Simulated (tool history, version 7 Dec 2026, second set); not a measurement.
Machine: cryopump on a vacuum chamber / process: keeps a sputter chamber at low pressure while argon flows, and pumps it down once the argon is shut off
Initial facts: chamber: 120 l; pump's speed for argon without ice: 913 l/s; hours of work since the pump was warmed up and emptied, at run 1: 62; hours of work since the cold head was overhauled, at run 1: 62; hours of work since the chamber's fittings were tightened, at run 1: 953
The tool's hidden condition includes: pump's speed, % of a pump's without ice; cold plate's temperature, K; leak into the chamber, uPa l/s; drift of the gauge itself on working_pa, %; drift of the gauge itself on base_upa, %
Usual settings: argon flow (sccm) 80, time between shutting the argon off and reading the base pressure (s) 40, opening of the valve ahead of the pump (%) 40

run   hour  argon flow (sccm)  time between shutting the argon off and reading the base pressure (s)  opening of the valve ahead of the pump (%)  hours of work since the pump was warmed up and emptied  hours of work since the cold head was overhauled  hours of work since the chamber's fittings were tightened  pressure while argon flows (Pa)  pressure after the wait (uPa)
  1      0                 80                                                                     40                                          40                                                      62                                                62                                                        953                           0.3732                           6.22
  2   16.9                159                                                                     40                                          40                                                      73                                                73                                                        964                           0.7406                           6.28
  3   30.6                 80                                                                     40                                          40                                                      82                                                82                                                        972                           0.3741                           6.06
  4   39.5                 80                                                                     40                                          40                                                      87                                                87                                                        978                           0.3735                           6.54
  5   54.9                 80                                                                     40                                          40                                                      97                                                97                                                        988                           0.3742                           6.52
  6   70.3                 80                                                                     40                                          40                                                     107                                               107                                                        998                            0.373                           6.48
  7   78.7                 80                                                                    260                                          40                                                     112                                               112                                                       1003                           0.3749                           4.28
  8     92                 80                                                                     70                                          40                                                     121                                               121                                                       1011                           0.3738                           5.43
  9  108.1                 80                                                                     70                                          40                                                     131                                               131                                                       1022                           0.3747                           5.42
 10  116.8                 80                                                                     70                                          40                                                     136                                               136                                                       1027                           0.3734                           5.67
 11  127.4                 80                                                                     40                                          29                                                     143                                               143                                                       1034                           0.5118                           6.59
 12  138.4                 80                                                                     40                                          29                                                     150                                               150                                                       1041                            0.513                           6.49
 13  147.3                119                                                                     40                                          40                                                     156                                               156                                                       1046                           0.5549                           6.79
 14  162.4                119                                                                     40                                          40                                                     165                                               165                                                       1056                            0.558                           6.82
 15  171.2                119                                                                     40                                          17                                                     171                                               171                                                       1062                           1.3104                           6.74
 16  182.7                119                                                                     40                                          17                                                     178                                               178                                                       1069                           1.3109                           6.72
 17  197.7                119                                                                     40                                          17                                                     187                                               187                                                       1078                           1.3043                           6.66
 18  215.3                119                                                                     40                                          17                                                     199                                               199                                                       1090                           1.3017                           6.81
 19    231                 79                                                                     86                                          52                                                     209                                               209                                                       1099                           0.2848                           5.35
 20  245.3                 47                                                                     58                                          40                                                     218                                               218                                                       1108                           0.2218                           6.13
 21  259.8                157                                                                     34                                          16                                                     227                                               227                                                       1118                           1.8358                           7.37
 22  276.7                101                                                                    194                                          28                                                     238                                               238                                                       1128                           0.6722                           4.95
     281.6  -- leaking fittings of the chamber tightened, without venting
 23  291.9                101                                                                    194                                          28                                                     246                                               246                                                          7                            0.677                           0.97
 24  303.7                101                                                                    194                                          28                                                     253                                               253                                                         14                           0.6784                              1
 25  320.3                101                                                                    194                                          46                                                     264                                               264                                                         25                           0.4179                            1.1
 26  336.2                101                                                                     25                                          46                                                     274                                               274                                                         35                           0.4153                           4.87
 27  345.5                 80                                                                    228                                          40                                                     280                                               280                                                         40                           0.3772                           1.04
 28  363.6                 80                                                                    197                                          50                                                     291                                               291                                                         52                           0.3044                            1.1

For run 29, what comes out?
 29  374.5                 37                                                                    197                                          56                                                     298                                               298                                                         59                                ?                              ?

pressure while argon flows (Pa): 0.1269
pressure after the wait (uPa): 1.17
Take away the tool's hidden state, keep the run-to-run variation as it was, and the same run would have given pressure while argon flows (Pa) 0.1231, pressure after the wait (uPa) 0.87.
